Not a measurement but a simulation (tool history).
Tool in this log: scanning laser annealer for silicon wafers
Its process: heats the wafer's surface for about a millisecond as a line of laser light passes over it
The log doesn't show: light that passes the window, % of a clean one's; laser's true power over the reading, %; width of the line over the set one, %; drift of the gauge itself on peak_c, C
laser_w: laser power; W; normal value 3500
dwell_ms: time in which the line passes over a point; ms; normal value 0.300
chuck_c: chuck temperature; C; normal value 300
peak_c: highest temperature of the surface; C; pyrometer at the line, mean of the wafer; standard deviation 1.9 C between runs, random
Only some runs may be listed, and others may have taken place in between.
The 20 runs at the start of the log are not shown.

| run | hour | laser_w | dwell_ms | chuck_c | hours of work since the window was cleaned | hours of work since the power meter was calibrated | hours of work since the optics were aligned | peak_c |
|---|---|---|---|---|---|---|---|---|
| 21 | 136.3 | 3500 | 0.338 | 300 | 8 | 100 | 738 | 1100 |
| 22 | 141.5 | 3616 | 0.305 | 298 | 12 | 103 | 741 | 1092 |
| 23 | 145.8 | 3616 | 0.305 | 298 | 15 | 106 | 744 | 1088 |
|  | 149.2 | window over the wafer cleaned, once more |
| 24 | 155.4 | 3073 | 0.300 | 311 | 4 | 111 | 749 | 1016 |
| 25 | 162.4 | 3073 | 0.300 | 311 | 9 | 116 | 754 | 1014 |
| 26 | 169.9 | 3073 | 0.300 | 311 | 14 | 121 | 759 | 1015 |
| 27 | 176.8 | 3073 | 0.300 | 311 | 19 | 126 | 764 | 1014 |
| 28 | 181.8 | 3361 | 0.319 | 316 | 22 | 129 | 767 | 1116 |
| 29 | 189.0 | 3500 | 0.302 | 316 | 27 | 134 | 772 | 1133 |
| 30 | 198.6 | 3001 | 0.275 | 262 | 33 | 141 | 779 | 919 |
| 31 | 203.3 | 3001 | 0.275 | 262 | 37 | 144 | 782 | 924 |
| 32 | 209.7 | 3001 | 0.275 | 262 | 41 | 148 | 786 | 918 |
| 33 | 214.7 | 3001 | 0.275 | 262 | 44 | 152 | 790 | 922 |
| 34 | 222.9 | 3167 | 0.300 | 294 | 50 | 157 | 795 | 1022 |
| 35 | 230.7 | 3153 | 0.247 | 332 | 55 | 163 | 801 | 996 |
| 36 | 239.3 | 3500 | 0.300 | 303 | 61 | 168 | 806 | 1117 |
| 37 | 246.4 | 3500 | 0.300 | 274 | 66 | 173 | 811 | 1084 |

Predict the results of run 38:
| 38 | 252.6 | 3164 | 0.293 | 336 | 70 | 177 | 815 | ? |

Run 38 produced peak_c 1051 C.
Had the tool carried no hidden state, the very same run would have given peak_c 1068 C.
